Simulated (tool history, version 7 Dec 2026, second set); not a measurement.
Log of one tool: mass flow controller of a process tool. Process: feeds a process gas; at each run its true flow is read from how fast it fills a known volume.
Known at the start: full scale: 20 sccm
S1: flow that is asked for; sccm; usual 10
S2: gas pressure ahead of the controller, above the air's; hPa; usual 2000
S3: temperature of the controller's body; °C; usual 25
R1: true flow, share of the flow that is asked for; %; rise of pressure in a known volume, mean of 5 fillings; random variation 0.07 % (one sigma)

{"run": 1, "hour": 0.0, "S1": 10, "S2": 2000, "S3": 25, "R1": 99.2}
{"run": 2, "hour": 116.3, "S1": 10, "S2": 2000, "S3": 25, "R1": 99.13}
{"run": 3, "hour": 218.1, "S1": 10, "S2": 2000, "S3": 25, "R1": 99.0}
{"run": 4, "hour": 338.0, "S1": 10, "S2": 2000, "S3": 25, "R1": 99.25}
{"run": 5, "hour": 423.7, "S1": 10, "S2": 2000, "S3": 33, "R1": 99.87}
{"run": 6, "hour": 539.9, "S1": 10, "S2": 2000, "S3": 33, "R1": 99.8}
{"run": 7, "hour": 621.2, "S1": 10, "S2": 2630, "S3": 33, "R1": 99.71}
{"run": 8, "hour": 728.4, "S1": 10, "S2": 2630, "S3": 33, "R1": 99.8}
{"run": 9, "hour": 791.9, "S1": 10, "S2": 2630, "S3": 33, "R1": 99.67}
{"run": 10, "hour": 916.5, "S1": 10, "S2": 2630, "S3": 33, "R1": 99.59}
{"run": 11, "hour": 1017.8, "S1": 10, "S2": 2630, "S3": 33, "R1": 99.7}
{"run": 12, "hour": 1105.3, "S1": 10, "S2": 2000, "S3": 25, "R1": 99.13}
{"run": 13, "hour": 1178.2, "S1": 10, "S2": 2000, "S3": 25, "R1": 99.25}
{"run": 14, "hour": 1236.3, "S1": 10, "S2": 2000, "S3": 25, "R1": 99.13}
{"run": 15, "hour": 1342.5, "S1": 10, "S2": 2000, "S3": 26, "R1": 99.22}
{"run": 16, "hour": 1463.0, "S1": 10, "S2": 2000, "S3": 26, "R1": 99.32}
{"run": 17, "hour": 1553.0, "S1": 10, "S2": 2000, "S3": 26, "R1": 99.27}
{"run": 18, "hour": 1622.0, "S1": 10, "S2": 2000, "S3": 26, "R1": 99.08}
{"run": 19, "hour": 1749.4, "S1": 10, "S2": 2000, "S3": 26, "R1": 99.28}
{"run": 20, "hour": 1805.1, "S1": 10, "S2": 2000, "S3": 26, "R1": 99.29}
{"run": 21, "hour": 1901.3, "S1": 10, "S2": 2000, "S3": 28, "R1": 99.49}
{"run": 22, "hour": 1991.2, "S1": 10, "S2": 2000, "S3": 28, "R1": 99.29}
{"run": 23, "hour": 2093.4, "S1": 10, "S2": 2000, "S3": 28, "R1": 99.32}
{"run": 24, "hour": 2219.7, "S1": 10, "S2": 2000, "S3": 25, "R1": 99.22}
{"run": 25, "hour": 2291.1, "S1": 10, "S2": 2000, "S3": 25, "R1": 99.02}
{"run": 26, "hour": 2353.4, "S1": 10, "S2": 1560, "S3": 25, "R1": 99.2}
{"run": 27, "hour": 2467.2, "S1": 10, "S2": 1560, "S3": 25, "R1": 99.18}
{"run": 28, "hour": 2528.6, "S1": 10, "S2": 1560, "S3": 25, "R1": 99.27}
{"run": 29, "hour": 2619.3, "S1": 3, "S2": 2000, "S3": 37, "R1": 99.57}
{"run": 30, "hour": 2692.5, "S1": 3, "S2": 2000, "S3": 37, "R1": 99.64}
{"run": 31, "hour": 2809.4, "S1": 10, "S2": 2640, "S3": 25, "R1": 99.18}
{"run": 32, "hour": 2936.9, "S1": 17, "S2": 2640, "S3": 32, "R1": 100.25}
{"run": 33, "hour": 3018.4, "S1": 17, "S2": 2640, "S3": 32, "R1": 100.21}
{"run": 34, "hour": 3119.6, "S1": 17, "S2": 2640, "S3": 32, "R1": 100.32}
{"run": 35, "hour": 3207.3, "S1": 8, "S2": 2640, "S3": 25, "R1": 98.85}
{"run": 36, "hour": 3296.5, "S1": 5, "S2": 2110, "S3": 40, "R1": 99.96}
{"run": 37, "hour": 3403.5, "S1": 3, "S2": 2110, "S3": 40, "R1": 99.86}
{"run": 38, "hour": 3484.4, "S1": 5, "S2": 1520, "S3": 35, "R1": 99.69}
{"run": 39, "hour": 3566.3, "S1": 10, "S2": 2000, "S3": 37, "R1": 100.04}
{"run": 40, "hour": 3658.3, "S1": 10, "S2": 2000, "S3": 26, "R1": 99.17}
{"run": 41, "hour": 3743.8, "S1": 8, "S2": 1680, "S3": 21, "R1": 98.76}
{"run": 42, "hour": 3843.4, "S1": 8, "S2": 1680, "S3": 21, "R1": 98.75}
{"run": 43, "hour": 3926.7, "S1": 8, "S2": 1680, "S3": 27, "R1": 99.12}
{"run": 44, "hour": 4006.2, "S1": 7, "S2": 2000, "S3": 25, "R1": 98.96}
{"run": 45, "hour": 4079.4, "S1": 15, "S2": 2700, "S3": 25, "R1": 99.54}
{"run": 46, "hour": 4145.1, "S1": 3, "S2": 2700, "S3": 39, "R1": 99.61}
{"run": 47, "hour": 4200.8, "S1": 3, "S2": 2700, "S3": 39, "R1": 99.67}
{"run": 48, "hour": 4252.2, "S1": 10, "S2": 2000, "S3": 36, "R1": 100.13}

3 ways to go on from here, each from the tool as it stands after run 48. What would each give?
{"run": "A", "hour": 4323.6, "S1": 10, "S2": 2410, "S3": 36, "R1": "?"}
{"run": "B", "hour": 4323.6, "S1": 19, "S2": 2000, "S3": 25, "R1": "?"}
{"run": "C", "hour": 4323.6, "S1": 10, "S2": 1920, "S3": 25, "R1": "?"}

run=A R1=100.03
run=B R1=99.90
run=C R1=98.98
Without the tool's hidden state the same runs would have given:
run=A R1=100.02
run=B R1=99.89
run=C R1=98.97
